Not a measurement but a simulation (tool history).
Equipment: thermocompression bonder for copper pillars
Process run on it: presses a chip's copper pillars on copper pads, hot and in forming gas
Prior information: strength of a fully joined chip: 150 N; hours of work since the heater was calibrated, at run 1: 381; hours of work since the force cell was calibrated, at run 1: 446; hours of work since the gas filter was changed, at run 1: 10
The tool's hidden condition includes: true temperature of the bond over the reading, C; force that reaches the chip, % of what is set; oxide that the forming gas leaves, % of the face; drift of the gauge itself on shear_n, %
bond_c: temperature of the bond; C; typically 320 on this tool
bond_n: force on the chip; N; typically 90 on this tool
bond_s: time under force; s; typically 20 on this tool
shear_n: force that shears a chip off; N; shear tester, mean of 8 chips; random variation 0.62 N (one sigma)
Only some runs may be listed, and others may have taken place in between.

run,hour,bond_c,bond_n,bond_s,hours of work since the heater was calibrated,hours of work since the force cell was calibrated,hours of work since the gas filter was changed,shear_n
1,0,320,90,20,381,446,10,71.3
2,26.4,320,117,20,401,467,30,91.2
3,56.7,320,117,20,425,490,54,89.8
4,87.4,320,117,20,448,514,77,90.9
5,117.3,320,117,20,471,537,100,90
6,138.7,320,117,20,488,553,117,89.7
7,171.7,320,117,20,513,579,142,90.4
8,197.1,320,117,20,533,598,162,91.1
9,216,320,117,20,547,613,176,90.2
10,232.1,320,117,51,560,625,189,115
11,250.2,320,117,51,574,639,203,116.6
12,285.8,320,117,51,601,667,230,115.7
13,308,320,117,51,618,684,247,116.6
14,340.8,326,117,51,644,709,273,120.8
15,373.1,326,117,51,669,734,298,119.7
# hour 382.5: forming gas filter changed
16,402.5,320,90,20,691,756,15,71.9
17,437.6,320,90,20,718,783,42,71
18,471,320,90,20,744,809,68,70.4
19,496.5,320,58,20,763,829,88,43.6
20,529.2,320,58,20,789,854,113,43.7
21,562,341,83,20,814,879,138,79.2
22,596.6,290,83,20,841,906,165,46.3
23,614.9,340,94,30,855,920,179,99.5
24,639.9,340,94,30,874,940,199,99.9
25,675,340,94,30,901,967,226,99.5
26,692.4,340,61,30,915,980,239,67.2
27,711.3,322,77,56,929,995,254,87.9
28,729.2,310,66,44,943,1008,267,61.7
29,754.1,337,54,18,962,1028,287,46.5
30,771.7,349,90,31,976,1041,300,102.2
# hour 777.6: forming gas filter changed
31,790.2,349,90,31,990,1055,10,103.2
32,814.6,326,90,56,1008,1074,29,102.2
33,833.6,326,90,56,1023,1089,43,103.1
34,854.7,326,90,56,1039,1105,59,102.1
35,876.8,320,97,20,1056,1122,77,76.9
36,906.5,321,58,21,1079,1145,99,45
37,939.3,346,66,18,1105,1170,125,64.4
# hour 946.4: heater calibrated with a thermocouple chip
38,962.8,309,63,39,13,1187,141,55
39,978.4,309,63,39,25,1199,153,56.1

Entry by entry between the runs, the difference in hidden state between the last listed run before and the first listed run after:
In the gap between runs 15 and 16: forming gas filter changed (hour 382.5)
  oxide that the forming gas leaves, % of the face: 0.59 -> 0.51
In the gap between runs 30 and 31: forming gas filter changed (hour 777.6)
  true temperature of the bond over the reading, C: -0.1 -> -0.2; oxide that the forming gas leaves, % of the face: 0.58 -> 0.5
In the gap between runs 37 and 38: heater calibrated with a thermocouple chip (hour 946.4)
  true temperature of the bond over the reading, C: -0.2 -> 0

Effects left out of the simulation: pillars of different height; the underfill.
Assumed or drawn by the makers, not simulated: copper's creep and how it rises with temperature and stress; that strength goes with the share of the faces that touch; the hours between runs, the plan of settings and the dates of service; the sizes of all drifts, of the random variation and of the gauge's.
